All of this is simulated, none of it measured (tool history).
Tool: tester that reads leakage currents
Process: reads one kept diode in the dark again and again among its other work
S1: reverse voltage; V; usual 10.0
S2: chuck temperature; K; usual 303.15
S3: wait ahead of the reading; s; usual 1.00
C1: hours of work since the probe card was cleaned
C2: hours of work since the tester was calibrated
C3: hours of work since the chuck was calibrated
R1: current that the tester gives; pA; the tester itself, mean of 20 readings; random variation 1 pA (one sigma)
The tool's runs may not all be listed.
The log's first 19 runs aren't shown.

{"day": 118.421, "done": "probe card cleaned and baked"}
{"run": 20, "day": 122.404, "S1": 4.1, "S2": 313.15, "S3": 1.17, "C1": 76, "C2": 1716, "C3": 1021, "R1": 498.23}
{"run": 21, "day": 127.721, "S1": 4.1, "S2": 313.15, "S3": 1.17, "C1": 177, "C2": 1817, "C3": 1122, "R1": 493.01}
{"run": 22, "day": 135.625, "S1": 4.1, "S2": 313.15, "S3": 1.17, "C1": 328, "C2": 1968, "C3": 1273, "R1": 483.78}
{"run": 23, "day": 141.417, "S1": 2.7, "S2": 318.15, "S3": 1.17, "C1": 438, "C2": 2078, "C3": 1383, "R1": 606.4}
{"run": 24, "day": 146.733, "S1": 2.7, "S2": 318.15, "S3": 1.17, "C1": 540, "C2": 2180, "C3": 1485, "R1": 601.69}
{"run": 25, "day": 152.096, "S1": 2.7, "S2": 316.15, "S3": 2.47, "C1": 642, "C2": 2282, "C3": 1587, "R1": 502.32}
{"run": 26, "day": 157.133, "S1": 10.0, "S2": 324.15, "S3": 1.17, "C1": 738, "C2": 2378, "C3": 1683, "R1": 1712.98}
{"day": 161.758, "done": "chuck's temperature calibrated"}
{"run": 27, "day": 163.725, "S1": 10.0, "S2": 324.15, "S3": 1.17, "C1": 862, "C2": 2502, "C3": 37, "R1": 2014.88}
{"run": 28, "day": 171.175, "S1": 10.0, "S2": 324.15, "S3": 1.17, "C1": 1004, "C2": 2644, "C3": 180, "R1": 1980.1}
{"run": 29, "day": 175.425, "S1": 10.0, "S2": 324.15, "S3": 1.17, "C1": 1085, "C2": 2725, "C3": 260, "R1": 1958.93}

The next listed run, before its measurement:
{"day": 182.904, "done": "probe card cleaned and baked"}
{"run": 30, "day": 183.867, "S1": 10.0, "S2": 324.15, "S3": 1.17, "C1": 18, "C2": 2884, "C3": 419, "R1": "?"}

R1: 1932.51 pA
Without the tool's hidden state the same run would have given R1 2058.85 pA.
